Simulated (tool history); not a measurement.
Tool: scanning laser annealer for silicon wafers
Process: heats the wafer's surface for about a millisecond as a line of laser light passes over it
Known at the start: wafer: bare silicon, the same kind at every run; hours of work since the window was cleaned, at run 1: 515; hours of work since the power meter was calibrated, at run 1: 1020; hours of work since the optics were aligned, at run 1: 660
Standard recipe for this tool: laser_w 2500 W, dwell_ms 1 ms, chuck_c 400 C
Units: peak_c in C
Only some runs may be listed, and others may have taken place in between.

| run | day | laser_w | dwell_ms | chuck_c | hours of work since the window was cleaned | hours of work since the power meter was calibrated | hours of work since the optics were aligned | peak_c |
|---|---|---|---|---|---|---|---|---|
| 1 | 0 | 2500 | 1 | 400 | 515 | 1020 | 660 | 1221 |
| 2 | 1.533 | 2500 | 0.73 | 400 | 538 | 1043 | 683 | 1087 |
| 3 | 2.454 | 2500 | 0.73 | 400 | 551 | 1057 | 696 | 1086 |
| 4 | 3.958 | 2500 | 0.73 | 400 | 574 | 1080 | 719 | 1087 |
| 5 | 4.8 | 2500 | 1 | 400 | 587 | 1092 | 732 | 1215 |
| 6 | 6.283 | 2500 | 1 | 400 | 609 | 1115 | 754 | 1218 |
| 7 | 7.675 | 2500 | 1 | 400 | 630 | 1135 | 775 | 1215 |
| 8 | 9.592 | 2500 | 1 | 400 | 658 | 1164 | 803 | 1214 |
| 9 | 11.475 | 2500 | 1 | 400 | 687 | 1192 | 832 | 1215 |
| 10 | 12.671 | 2500 | 1 | 434 | 704 | 1210 | 849 | 1247 |
| 11 | 14.125 | 2500 | 1 | 434 | 726 | 1232 | 871 | 1249 |
| 12 | 15.638 | 2500 | 1 | 376 | 749 | 1255 | 894 | 1187 |
| 13 | 17.288 | 2500 | 1 | 376 | 774 | 1279 | 918 | 1188 |
| 14 | 18.175 | 2500 | 0.78 | 400 | 787 | 1293 | 932 | 1107 |
| 15 | 19.442 | 2241 | 0.91 | 434 | 806 | 1312 | 951 | 1112 |
| 16 | 21.242 | 2428 | 0.97 | 365 | 833 | 1338 | 978 | 1135 |
| 17 | 23.175 | 2199 | 0.98 | 375 | 862 | 1367 | 1007 | 1069 |
| 18 | 24.088 | 2199 | 1.09 | 375 | 875 | 1381 | 1020 | 1112 |
|  | 24.583 | window over the wafer cleaned |
| 19 | 25.092 | 2128 | 1 | 400 | 8 | 1395 | 1034 | 1086 |
| 20 | 26.121 | 2128 | 1 | 400 | 23 | 1410 | 1049 | 1089 |
| 21 | 26.962 | 2128 | 1 | 400 | 36 | 1423 | 1062 | 1087 |
| 22 | 28.125 | 2159 | 0.84 | 400 | 53 | 1440 | 1079 | 1035 |
| 23 | 29.104 | 2159 | 0.84 | 400 | 68 | 1455 | 1094 | 1033 |
| 24 | 30.192 | 2159 | 0.84 | 400 | 84 | 1471 | 1110 | 1036 |
|  | 31.654 | optics aligned, line set to its width |
| 25 | 31.654 | 2658 | 0.98 | 396 | 103 | 1490 | 0 | 1285 |
| 26 | 32.788 | 2658 | 0.98 | 396 | 120 | 1507 | 17 | 1285 |
| 27 | 34.538 | 2209 | 1.2 | 400 | 146 | 1533 | 43 | 1207 |

For run 28, what comes out?
| 28 | 35.721 | 2504 | 0.96 | 411 | 164 | 1551 | 61 | ? |

peak_c: 1232 C
On a tool with no hidden condition, and with the same random variation, this run would have come out at peak_c 1229 C.
